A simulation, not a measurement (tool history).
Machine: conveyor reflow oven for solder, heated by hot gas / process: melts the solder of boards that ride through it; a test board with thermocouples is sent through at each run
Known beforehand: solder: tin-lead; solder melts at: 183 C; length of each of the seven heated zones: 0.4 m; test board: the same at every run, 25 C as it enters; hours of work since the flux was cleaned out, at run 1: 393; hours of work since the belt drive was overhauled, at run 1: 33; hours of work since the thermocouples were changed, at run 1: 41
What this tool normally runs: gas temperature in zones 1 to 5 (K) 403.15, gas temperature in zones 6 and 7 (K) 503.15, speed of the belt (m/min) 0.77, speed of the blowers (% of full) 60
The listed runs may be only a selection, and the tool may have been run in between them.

| run | day | gas temperature in zones 1 to 5 (K) | gas temperature in zones 6 and 7 (K) | speed of the belt (m/min) | speed of the blowers (% of full) | hours of work since the flux was cleaned out | hours of work since the belt drive was overhauled | hours of work since the thermocouples were changed | highest temperature of the board (K) | time above the solder's melting point (s) |
|---|---|---|---|---|---|---|---|---|---|---|
| 1 | 0 | 403.15 | 503.15 | 0.77 | 60 | 393 | 33 | 41 | 476.25 | 30.7 |
| 2 | 0.371 | 403.15 | 503.15 | 0.77 | 60 | 399 | 38 | 47 | 475.95 | 31.2 |
| 3 | 0.767 | 403.15 | 503.15 | 0.77 | 60 | 404 | 44 | 52 | 475.95 | 30.9 |
| 4 | 0.942 | 403.15 | 503.15 | 0.77 | 60 | 407 | 47 | 55 | 475.95 | 30.3 |
| 5 | 1.133 | 403.15 | 503.15 | 0.77 | 60 | 410 | 49 | 58 | 476.05 | 30.7 |
| 6 | 1.383 | 403.15 | 503.15 | 0.77 | 60 | 413 | 53 | 61 | 475.65 | 30.9 |
| 7 | 1.817 | 403.15 | 503.15 | 0.77 | 60 | 419 | 59 | 67 | 475.95 | 30.7 |
| 8 | 2.054 | 403.15 | 503.15 | 0.77 | 60 | 423 | 63 | 71 | 475.85 | 30.6 |
| 9 | 2.288 | 403.15 | 512.15 | 0.762 | 76 | 426 | 66 | 74 | 487.05 | 41.5 |
| 10 | 2.525 | 411.15 | 499.15 | 0.806 | 61 | 430 | 69 | 78 | 473.35 | 28.4 |
| 11 | 2.838 | 391.15 | 509.15 | 0.77 | 60 | 434 | 74 | 82 | 477.05 | 29.4 |
|  | 3.083 | flux residue cleaned out of gas plates and filters |
| 12 | 3.238 | 391.15 | 518.15 | 0.77 | 60 | 2 | 77 | 85 | 482.55 | 33.9 |
| 13 | 3.421 | 391.15 | 518.15 | 0.77 | 60 | 5 | 79 | 88 | 482.05 | 34.2 |
| 14 | 3.646 | 396.15 | 499.15 | 0.638 | 60 | 8 | 82 | 91 | 477.05 | 38.1 |
| 15 | 3.946 | 396.15 | 499.15 | 0.638 | 60 | 12 | 87 | 95 | 477.15 | 37.6 |
| 16 | 4.267 | 408.15 | 507.15 | 0.789 | 64 | 17 | 91 | 100 | 478.15 | 33.8 |

Here are 4 independent what-if runs from the current tool condition. What would each one return?
| A | 4.671 | 392.15 | 494.15 | 0.789 | 66 | 23 | 97 | 106 | ? | ? |
| B | 4.671 | 403.15 | 515.15 | 0.77 | 83 | 23 | 97 | 106 | ? | ? |
| C | 4.671 | 403.15 | 507.15 | 0.788 | 56 | 23 | 97 | 106 | ? | ? |
| D | 4.671 | 398.15 | 498.15 | 0.789 | 68 | 23 | 97 | 106 | ? | ? |

| run | highest temperature of the board (K) | time above the solder's melting point (s) |
|---|---|---|
| A | 464.55 | 14 |
| B | 488.85 | 42.1 |
| C | 475.25 | 28.4 |
| D | 469.75 | 21.7 |
What these runs would have given with no unlogged condition in the tool:
| run | highest temperature of the board (K) | time above the solder's melting point (s) |
|---|---|---|
| A | 470.85 | 23.2 |
| B | 495.85 | 47.2 |
| C | 481.25 | 35.1 |
| D | 475.95 | 29.7 |
